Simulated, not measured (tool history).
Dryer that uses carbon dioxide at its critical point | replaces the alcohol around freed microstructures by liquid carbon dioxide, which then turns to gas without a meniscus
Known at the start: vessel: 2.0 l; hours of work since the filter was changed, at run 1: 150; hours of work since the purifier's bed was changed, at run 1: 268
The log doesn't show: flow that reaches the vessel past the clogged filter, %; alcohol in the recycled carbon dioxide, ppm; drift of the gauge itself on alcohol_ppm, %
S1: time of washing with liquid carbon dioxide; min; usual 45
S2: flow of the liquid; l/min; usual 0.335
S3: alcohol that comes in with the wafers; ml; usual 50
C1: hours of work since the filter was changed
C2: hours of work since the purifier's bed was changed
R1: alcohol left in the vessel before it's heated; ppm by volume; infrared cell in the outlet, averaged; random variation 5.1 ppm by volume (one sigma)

run,day,S1,S2,S3,C1,C2,R1
1,0.000,45,0.335,50,150,268,168
2,0.725,45,0.335,23,155,273,120
3,1.642,45,0.217,50,162,280,764
4,2.546,45,0.217,50,169,287,763
5,3.475,45,0.217,50,176,294,798
6,4.267,45,0.217,50,182,299,822
7,5.488,45,0.217,50,191,309,821
8,6.058,45,0.217,50,195,313,815
9,7.267,45,0.217,50,204,322,849
10,8.542,45,0.217,50,213,331,890
11,9.896,45,0.409,50,223,341,131
12,11.204,45,0.409,50,233,351,146
13,12.138,45,0.409,50,240,358,147
# day 12.533: inlet filter changed
14,12.762,45,0.436,50,2,362,110
15,13.525,37,0.510,67,7,368,115
16,14.792,45,0.561,110,17,377,115
17,15.662,45,0.435,63,23,384,116
18,16.733,45,0.425,27,31,392,125
19,17.971,45,0.425,27,40,401,105
20,18.925,45,0.292,34,48,408,208
21,19.996,34,0.233,34,56,416,878

Some steps in R1 between neighbouring runs. How much of each would the tool show without its hidden state too (settings, what came in, random variation), and how much is left for the hidden state, with any gauge scatter that isn't in both results?
Run 2 -> 3: S2 0.335 -> 0.217, S3 23 -> 50. R1 +644 ppm by volume: hidden state +201, all else +443.
Run 10 -> 11: S2 0.217 -> 0.409. R1 -759 ppm by volume: hidden state -290, all else -469.
Run 20 -> 21: S1 45 -> 34, S2 0.292 -> 0.233. R1 +670 ppm by volume: hidden state +81, all else +589.
